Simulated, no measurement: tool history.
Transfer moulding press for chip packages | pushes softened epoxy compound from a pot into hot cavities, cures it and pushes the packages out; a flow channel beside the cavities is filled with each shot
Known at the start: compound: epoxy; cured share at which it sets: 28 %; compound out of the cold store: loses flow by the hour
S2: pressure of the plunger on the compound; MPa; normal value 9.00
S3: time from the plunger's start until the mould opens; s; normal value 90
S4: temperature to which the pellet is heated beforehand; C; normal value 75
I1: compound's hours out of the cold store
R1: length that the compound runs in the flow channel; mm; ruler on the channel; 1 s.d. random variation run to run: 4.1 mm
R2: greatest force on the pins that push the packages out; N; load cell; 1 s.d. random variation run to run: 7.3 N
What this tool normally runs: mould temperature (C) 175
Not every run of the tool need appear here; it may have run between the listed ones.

{"run": 1, "hour": 0.0, "mould temperature (C)": 175, "S2": 9.0, "S3": 90, "S4": 75, "I1": 40.8, "R1": 760, "R2": 531}
{"hour": 17.8, "done": "cavities cleaned with cleaning compound and waxed"}
{"run": 2, "hour": 81.3, "mould temperature (C)": 175, "S2": 9.0, "S3": 90, "S4": 75, "I1": 43.9, "R1": 732, "R2": 477}
{"hour": 101.5, "done": "cavities cleaned with cleaning compound and waxed"}
{"run": 3, "hour": 118.4, "mould temperature (C)": 175, "S2": 9.0, "S3": 90, "S4": 75, "I1": 17.2, "R1": 804, "R2": 384}
{"run": 4, "hour": 156.2, "mould temperature (C)": 175, "S2": 7.94, "S3": 90, "S4": 75, "I1": 36.9, "R1": 692, "R2": 487}
{"hour": 187.1, "done": "cavities cleaned with cleaning compound and waxed"}
{"run": 5, "hour": 195.1, "mould temperature (C)": 175, "S2": 7.94, "S3": 90, "S4": 75, "I1": 47.7, "R1": 669, "R2": 329}
{"hour": 247.6, "done": "mould's thermocouples calibrated"}
{"hour": 268.1, "done": "plunger's sealing rings changed"}
{"run": 6, "hour": 268.1, "mould temperature (C)": 175, "S2": 9.0, "S3": 99, "S4": 75, "I1": 30.3, "R1": 815, "R2": 506}
{"hour": 277.0, "done": "cavities cleaned with cleaning compound and waxed"}
{"run": 7, "hour": 323.5, "mould temperature (C)": 175, "S2": 9.0, "S3": 99, "S4": 75, "I1": 12.5, "R1": 867, "R2": 436}
{"hour": 361.9, "done": "cavities cleaned with cleaning compound and waxed"}
{"run": 8, "hour": 366.2, "mould temperature (C)": 175, "S2": 9.0, "S3": 90, "S4": 75, "I1": 22.4, "R1": 819, "R2": 327}
{"hour": 418.3, "done": "mould's thermocouples calibrated, once more"}
{"run": 9, "hour": 437.3, "mould temperature (C)": 173, "S2": 9.0, "S3": 90, "S4": 75, "I1": 20.7, "R1": 823, "R2": 609}
{"hour": 447.7, "done": "cavities cleaned with cleaning compound and waxed"}
{"run": 10, "hour": 515.9, "mould temperature (C)": 175, "S2": 9.0, "S3": 90, "S4": 75, "I1": 45.1, "R1": 738, "R2": 520}
{"hour": 533.0, "done": "cavities cleaned with cleaning compound and waxed"}
{"run": 11, "hour": 571.5, "mould temperature (C)": 175, "S2": 9.0, "S3": 90, "S4": 75, "I1": 32.8, "R1": 761, "R2": 451}
{"hour": 620.8, "done": "cavities cleaned with cleaning compound and waxed"}
{"run": 12, "hour": 646.8, "mould temperature (C)": 175, "S2": 9.0, "S3": 90, "S4": 75, "I1": 10.5, "R1": 814, "R2": 427}
{"hour": 688.4, "done": "plunger's sealing rings changed"}
{"hour": 709.6, "done": "cavities cleaned with cleaning compound and waxed"}
{"run": 13, "hour": 712.7, "mould temperature (C)": 175, "S2": 9.0, "S3": 90, "S4": 75, "I1": 22.1, "R1": 834, "R2": 336}
{"run": 14, "hour": 750.0, "mould temperature (C)": 175, "S2": 9.0, "S3": 90, "S4": 75, "I1": 35.7, "R1": 783, "R2": 453}
{"hour": 794.5, "done": "cavities cleaned with cleaning compound and waxed"}
{"run": 15, "hour": 827.8, "mould temperature (C)": 175, "S2": 9.77, "S3": 90, "S4": 75, "I1": 17.2, "R1": 863, "R2": 450}
{"hour": 878.4, "done": "cavities cleaned with cleaning compound and waxed"}
{"run": 16, "hour": 882.1, "mould temperature (C)": 179, "S2": 6.86, "S3": 90, "S4": 75, "I1": 16.6, "R1": 706, "R2": 294}
{"run": 17, "hour": 921.1, "mould temperature (C)": 181, "S2": 9.43, "S3": 73, "S4": 77, "I1": 31.0, "R1": 773, "R2": 470}
{"run": 18, "hour": 953.2, "mould temperature (C)": 175, "S2": 7.74, "S3": 90, "S4": 78, "I1": 37.2, "R1": 690, "R2": 515}
{"hour": 965.7, "done": "cavities cleaned with cleaning compound and waxed"}
{"run": 19, "hour": 1019.5, "mould temperature (C)": 175, "S2": 7.74, "S3": 90, "S4": 78, "I1": 21.2, "R1": 721, "R2": 476}
{"hour": 1050.6, "done": "mould's thermocouples calibrated"}
{"hour": 1052.1, "done": "cavities cleaned with cleaning compound and waxed"}
{"run": 20, "hour": 1059.1, "mould temperature (C)": 169, "S2": 7.07, "S3": 74, "S4": 78, "I1": 37.6, "R1": 652, "R2": 694}
{"hour": 1107.7, "done": "plunger's sealing rings changed"}
{"run": 21, "hour": 1117.3, "mould temperature (C)": 167, "S2": 7.07, "S3": 74, "S4": 81, "I1": 9.2, "R1": 792, "R2": 1278}
{"hour": 1141.1, "done": "cavities cleaned with cleaning compound and waxed"}
{"run": 22, "hour": 1174.6, "mould temperature (C)": 167, "S2": 10.99, "S3": 86, "S4": 74, "I1": 20.1, "R1": 940, "R2": 745}
{"hour": 1227.2, "done": "cavities cleaned with cleaning compound and waxed"}
{"run": 23, "hour": 1236.4, "mould temperature (C)": 167, "S2": 10.99, "S3": 82, "S4": 74, "I1": 10.4, "R1": 967, "R2": 683}
{"run": 24, "hour": 1291.3, "mould temperature (C)": 170, "S2": 7.79, "S3": 77, "S4": 75, "I1": 19.0, "R1": 765, "R2": 905}
{"hour": 1313.6, "done": "cavities cleaned with cleaning compound and waxed"}
{"run": 25, "hour": 1347.6, "mould temperature (C)": 170, "S2": 7.79, "S3": 77, "S4": 75, "I1": 34.4, "R1": 712, "R2": 757}
{"hour": 1398.0, "done": "cavities cleaned with cleaning compound and waxed"}
{"run": 26, "hour": 1416.6, "mould temperature (C)": 170, "S2": 6.86, "S3": 77, "S4": 75, "I1": 36.6, "R1": 652, "R2": 640}

3 ways to go on from here, each from the tool as it stands after run 26. What would each give?
{"run": "A", "hour": 1463.2, "mould temperature (C)": 175, "S2": 9.0, "S3": 76, "S4": 75, "I1": 21.1, "R1": "?", "R2": "?"}
{"run": "B", "hour": 1463.2, "mould temperature (C)": 170, "S2": 7.3, "S3": 77, "S4": 81, "I1": 47.4, "R1": "?", "R2": "?"}
{"run": "C", "hour": 1463.2, "mould temperature (C)": 182, "S2": 6.86, "S3": 75, "S4": 75, "I1": 30.1, "R1": "?", "R2": "?"}

run=A R1=770 R2=678
run=B R1=639 R2=857
run=C R1=642 R2=490
What these runs would have given with no unlogged condition in the tool:
run=A R1=840 R2=415
run=B R1=697 R2=524
run=C R1=699 R2=293

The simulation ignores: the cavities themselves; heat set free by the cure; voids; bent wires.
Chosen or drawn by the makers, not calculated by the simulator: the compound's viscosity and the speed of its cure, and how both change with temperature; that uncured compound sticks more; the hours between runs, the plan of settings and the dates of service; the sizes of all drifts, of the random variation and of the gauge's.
